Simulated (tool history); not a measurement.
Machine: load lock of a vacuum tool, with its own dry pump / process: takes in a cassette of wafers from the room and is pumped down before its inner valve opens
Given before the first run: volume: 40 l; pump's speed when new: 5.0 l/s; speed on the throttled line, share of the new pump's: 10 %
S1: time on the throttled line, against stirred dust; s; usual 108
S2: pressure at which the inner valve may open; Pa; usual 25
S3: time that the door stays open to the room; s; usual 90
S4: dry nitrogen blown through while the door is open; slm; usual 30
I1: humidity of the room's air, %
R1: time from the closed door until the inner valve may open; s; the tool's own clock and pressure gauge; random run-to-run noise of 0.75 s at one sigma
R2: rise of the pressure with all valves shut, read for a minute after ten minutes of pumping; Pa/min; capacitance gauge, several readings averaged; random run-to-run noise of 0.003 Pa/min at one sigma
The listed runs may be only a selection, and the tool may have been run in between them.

| run | hour | S1 | S2 | S3 | S4 | I1 | R1 | R2 |
|---|---|---|---|---|---|---|---|---|
| 1 | 0.0 | 108 | 25 | 90 | 30 | 42.2 | 164.4 | 0.044 |
| 2 | 119.8 | 108 | 25 | 90 | 5 | 44.4 | 164.9 | 0.064 |
| 3 | 216.5 | 108 | 25 | 90 | 30 | 42.8 | 165.4 | 0.038 |
| 4 | 376.6 | 108 | 25 | 90 | 30 | 47.3 | 163.9 | 0.041 |
| 5 | 466.2 | 108 | 25 | 90 | 30 | 47.0 | 165.6 | 0.042 |
| 6 | 576.7 | 108 | 25 | 90 | 30 | 44.9 | 166.6 | 0.040 |
| 7 | 745.8 | 108 | 25 | 90 | 30 | 44.0 | 164.7 | 0.040 |
| 8 | 857.5 | 108 | 25 | 90 | 30 | 45.4 | 164.4 | 0.047 |
| 9 | 931.0 | 207 | 49 | 90 | 30 | 45.2 | 250.7 | 0.045 |
| 10 | 1049.2 | 116 | 49 | 90 | 5 | 47.2 | 165.9 | 0.068 |
| 11 | 1177.9 | 116 | 49 | 90 | 5 | 47.8 | 166.1 | 0.072 |
| 12 | 1318.6 | 116 | 29 | 90 | 5 | 44.1 | 170.7 | 0.065 |
| 13 | 1488.0 | 116 | 50 | 162 | 20 | 47.1 | 166.6 | 0.068 |
| 14 | 1596.2 | 108 | 25 | 90 | 13 | 46.4 | 165.7 | 0.062 |
| 15 | 1767.1 | 85 | 21 | 57 | 36 | 46.4 | 145.2 | 0.032 |

Alternative continuations, all from the tool just after run 15; predict every row:
| A | 1857.6 | 108 | 26 | 90 | 30 | 46.0 | ? | ? |
| B | 1857.6 | 108 | 28 | 90 | 8 | 47.0 | ? | ? |
| C | 1857.6 | 108 | 29 | 90 | 29 | 46.5 | ? | ? |
| D | 1857.6 | 85 | 21 | 37 | 36 | 45.3 | ? | ? |
| E | 1857.6 | 108 | 19 | 31 | 30 | 47.2 | ? | ? |

| run | R1 | R2 |
|---|---|---|
| A | 164.0 | 0.047 |
| B | 164.2 | 0.068 |
| C | 161.9 | 0.046 |
| D | 145.1 | 0.025 |
| E | 165.6 | 0.027 |
What these runs would have given with no unlogged condition in the tool:
| run | R1 | R2 |
|---|---|---|
| A | 164.0 | 0.047 |
| B | 164.2 | 0.068 |
| C | 161.9 | 0.046 |
| D | 145.0 | 0.025 |
| E | 165.6 | 0.026 |

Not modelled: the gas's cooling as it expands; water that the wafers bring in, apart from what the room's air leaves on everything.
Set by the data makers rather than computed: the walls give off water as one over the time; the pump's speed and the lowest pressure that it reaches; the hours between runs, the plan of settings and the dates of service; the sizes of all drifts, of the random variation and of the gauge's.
